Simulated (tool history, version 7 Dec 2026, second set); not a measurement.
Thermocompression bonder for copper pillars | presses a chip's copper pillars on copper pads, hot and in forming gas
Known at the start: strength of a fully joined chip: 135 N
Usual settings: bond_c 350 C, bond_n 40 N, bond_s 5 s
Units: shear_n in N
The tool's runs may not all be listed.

run	hour	bond_c	bond_n	bond_s	shear_n
1	0	350	40	5	56.2
2	20	350	40	5	54.6
3	46	350	40	5	54
4	70.8	350	40	12	73.8
5	116.4	350	40	12	72.1
# hour 121.6: force cell calibrated
6	160.2	338	27	12	46.3
7	197.5	361	36	8	62.9
8	231.2	371	40	5	62.3
9	266.6	323	55	12	68.5
10	292.9	350	40	7	57.2

Forecast each of these 5 alternatives for the next run:
A	329	357	45	15	?
B	329	350	40	11	?
C	329	346	30	5	?
D	329	357	40	5	?
E	329	350	40	14	?

run	shear_n
A	83.5
B	67.7
C	37.6
D	53
E	71.5
Without the tool's hidden state the same runs would have given:
run	shear_n
A	97.2
B	80.2
C	45.6
D	63.4
E	84.4
